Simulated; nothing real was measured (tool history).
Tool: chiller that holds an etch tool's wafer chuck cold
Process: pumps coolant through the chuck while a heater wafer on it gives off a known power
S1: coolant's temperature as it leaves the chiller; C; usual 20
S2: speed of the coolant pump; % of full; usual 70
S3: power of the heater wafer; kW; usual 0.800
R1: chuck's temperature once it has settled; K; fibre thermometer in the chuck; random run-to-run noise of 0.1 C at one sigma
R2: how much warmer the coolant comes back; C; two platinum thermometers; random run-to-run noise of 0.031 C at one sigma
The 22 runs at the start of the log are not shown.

{"run": 23, "day": 87.933, "S1": 17, "S2": 64, "S3": 1.115, "R1": 303.25, "R2": 5.74}
{"run": 24, "day": 93.875, "S1": 25, "S2": 62, "S3": 0.811, "R1": 307.95, "R2": 4.31}
{"run": 25, "day": 98.033, "S1": 25, "S2": 62, "S3": 0.811, "R1": 307.95, "R2": 4.27}
{"run": 26, "day": 100.442, "S1": 25, "S2": 62, "S3": 0.811, "R1": 308.05, "R2": 4.34}
{"run": 27, "day": 103.95, "S1": 24, "S2": 67, "S3": 0.811, "R1": 306.65, "R2": 4.0}
{"run": 28, "day": 107.904, "S1": 24, "S2": 67, "S3": 0.811, "R1": 306.75, "R2": 4.07}
{"run": 29, "day": 112.196, "S1": 26, "S2": 70, "S3": 0.597, "R1": 305.95, "R2": 2.83}
{"run": 30, "day": 116.471, "S1": 20, "S2": 100, "S3": 0.72, "R1": 299.05, "R2": 2.45}
{"run": 31, "day": 120.088, "S1": 13, "S2": 88, "S3": 0.963, "R1": 295.15, "R2": 3.67}

Each row is a separate what-if for the run after 31, all from the same tool condition, not one after another. Results?
{"run": "A", "day": 124.383, "S1": 21, "S2": 84, "S3": 0.806, "R1": "?", "R2": "?"}
{"run": "B", "day": 124.383, "S1": 16, "S2": 100, "S3": 0.444, "R1": "?", "R2": "?"}
{"run": "C", "day": 124.383, "S1": 16, "S2": 88, "S3": 0.491, "R1": "?", "R2": "?"}
{"run": "D", "day": 124.383, "S1": 10, "S2": 68, "S3": 0.989, "R1": "?", "R2": "?"}

run=A R1=301.95 R2=3.27
run=B R1=292.75 R2=1.51
run=C R1=293.65 R2=1.90
run=D R1=294.85 R2=4.91
With no hidden state in the tool, these same runs would have given:
run=A R1=299.85 R2=2.61
run=B R1=291.95 R2=1.21
run=C R1=292.55 R2=1.52
run=D R1=291.65 R2=3.92

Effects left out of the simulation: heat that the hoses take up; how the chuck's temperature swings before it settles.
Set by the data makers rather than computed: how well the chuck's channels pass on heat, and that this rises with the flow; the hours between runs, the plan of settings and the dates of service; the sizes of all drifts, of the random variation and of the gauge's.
